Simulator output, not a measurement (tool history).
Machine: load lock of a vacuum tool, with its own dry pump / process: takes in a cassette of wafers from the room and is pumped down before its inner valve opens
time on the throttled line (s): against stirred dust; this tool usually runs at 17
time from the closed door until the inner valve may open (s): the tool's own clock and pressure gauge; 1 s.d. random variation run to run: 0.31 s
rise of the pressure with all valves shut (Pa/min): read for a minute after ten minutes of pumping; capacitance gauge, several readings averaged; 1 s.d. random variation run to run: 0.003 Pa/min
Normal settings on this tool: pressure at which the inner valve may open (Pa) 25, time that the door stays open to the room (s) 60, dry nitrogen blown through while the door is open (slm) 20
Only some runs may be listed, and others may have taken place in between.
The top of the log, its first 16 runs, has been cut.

run,hour,time on the throttled line (s),pressure at which the inner valve may open (Pa),time that the door stays open to the room (s),dry nitrogen blown through while the door is open (slm),hours that the pump has run since its overhaul,times that the door has closed on its seal,"incoming humidity of the room's air, %",time from the closed door until the inner valve may open (s),rise of the pressure with all valves shut (Pa/min)
17,5848.3,14,24,65,5,9892,16976,48,27,0.258
18,6307.2,28,21,72,8,10351,19149,45.2,38.2,0.293
19,6628.8,8,25,60,30,10672,20671,46.5,21.5,0.271
20,6838.4,8,25,60,30,10882,21664,47.8,21.4,0.303
# hour 7116.5: door's seal changed, seat wiped
21,7244.4,8,25,60,30,11286,605,43.9,21.8,0.029
22,7546.8,8,25,60,30,11589,2037,46.9,21.8,0.036
23,7881.3,8,50,79,16,11923,3621,47.3,20.8,0.061
24,8134.4,14,50,79,6,12176,4819,44.3,25.5,0.098
25,8622.9,11,42,60,21,12665,7132,49,23.2,0.086
26,8951.8,23,32,60,21,12994,8689,42.6,33.7,0.092
27,9426.8,11,25,145,42,13469,10938,47,24.9,0.117
28,9726.5,11,25,145,42,13769,12357,47,25.2,0.138
29,10138.4,17,25,37,20,14181,14307,42.9,30.5,0.153
30,10619.7,23,33,30,9,14662,16586,46.1,33.9,0.207

Forecast each of these 5 alternatives for the next run:
A,11113.4,10,23,159,20,15155,18923,46.8,?,?
B,11113.4,21,33,30,9,15155,18923,46.1,?,?
C,11113.4,23,33,30,21,15155,18923,42.4,?,?
D,11113.4,9,45,60,20,15155,18923,42,?,?
E,11113.4,23,21,78,9,15155,18923,42.3,?,?

run,time from the closed door until the inner valve may open (s),rise of the pressure with all valves shut (Pa/min)
A,24.5,0.263
B,33,0.245
C,35.2,0.235
D,22.7,0.234
E,35.4,0.268
Take away the tool's hidden state, keep each run's random variation, and the runs would have read:
run,time from the closed door until the inner valve may open (s),rise of the pressure with all valves shut (Pa/min)
A,21.3,0.057
B,30.4,0.039
C,32.7,0.031
D,19.7,0.03
E,32.6,0.063
